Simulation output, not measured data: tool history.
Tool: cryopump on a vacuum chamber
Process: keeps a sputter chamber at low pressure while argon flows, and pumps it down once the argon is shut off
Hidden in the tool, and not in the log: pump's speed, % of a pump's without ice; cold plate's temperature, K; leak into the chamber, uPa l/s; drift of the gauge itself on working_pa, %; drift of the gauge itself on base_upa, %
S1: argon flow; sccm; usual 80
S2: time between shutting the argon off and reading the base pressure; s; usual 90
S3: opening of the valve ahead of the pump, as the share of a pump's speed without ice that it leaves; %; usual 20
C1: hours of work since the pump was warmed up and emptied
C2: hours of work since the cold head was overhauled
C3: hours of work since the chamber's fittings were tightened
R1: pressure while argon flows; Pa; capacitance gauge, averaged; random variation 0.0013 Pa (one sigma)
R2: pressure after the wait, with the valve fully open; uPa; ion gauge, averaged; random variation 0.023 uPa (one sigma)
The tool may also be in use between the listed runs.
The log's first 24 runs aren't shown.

| run | hour | S1 | S2 | S3 | C1 | C2 | C3 | R1 | R2 |
|---|---|---|---|---|---|---|---|---|---|
| 25 | 321.3 | 32 | 56 | 20 | 578 | 578 | 2781 | 0.133 | 1.73 |
| 26 | 339.5 | 80 | 200 | 20 | 593 | 593 | 2796 | 0.3315 | 1.06 |
| 27 | 357.2 | 72 | 200 | 17 | 608 | 608 | 2810 | 0.3484 | 1.09 |
| 28 | 365.4 | 135 | 202 | 49 | 614 | 614 | 2817 | 0.2408 | 1.11 |
| 29 | 383.9 | 135 | 133 | 41 | 629 | 629 | 2832 | 0.2867 | 1.21 |
|  | 391.4 | pump warmed up, emptied and cooled again |
| 30 | 406.5 | 81 | 63 | 20 | 12 | 644 | 2847 | 0.328 | 1.51 |
| 31 | 416.3 | 97 | 90 | 40 | 20 | 652 | 2855 | 0.1965 | 1.28 |
| 32 | 430.2 | 97 | 90 | 40 | 32 | 663 | 2866 | 0.1965 | 1.23 |
| 33 | 438.5 | 82 | 90 | 31 | 39 | 670 | 2873 | 0.2139 | 1.32 |

4 ways to go on from here, each from the tool as it stands after run 33. What would each give?
| A | 456.6 | 126 | 27 | 20 | 53 | 685 | 2888 | ? | ? |
| B | 456.6 | 82 | 21 | 35 | 53 | 685 | 2888 | ? | ? |
| C | 456.6 | 82 | 90 | 48 | 53 | 685 | 2888 | ? | ? |
| D | 456.6 | 87 | 90 | 27 | 53 | 685 | 2888 | ? | ? |

| run | R1 | R2 |
|---|---|---|
| A | 0.5117 | 2.67 |
| B | 0.1889 | 3.22 |
| C | 0.1377 | 1.36 |
| D | 0.2583 | 1.35 |
Without the tool's hidden state the same runs would have given:
| run | R1 | R2 |
|---|---|---|
| A | 0.5087 | 2.06 |
| B | 0.187 | 2.61 |
| C | 0.1358 | 0.74 |
| D | 0.2563 | 0.74 |
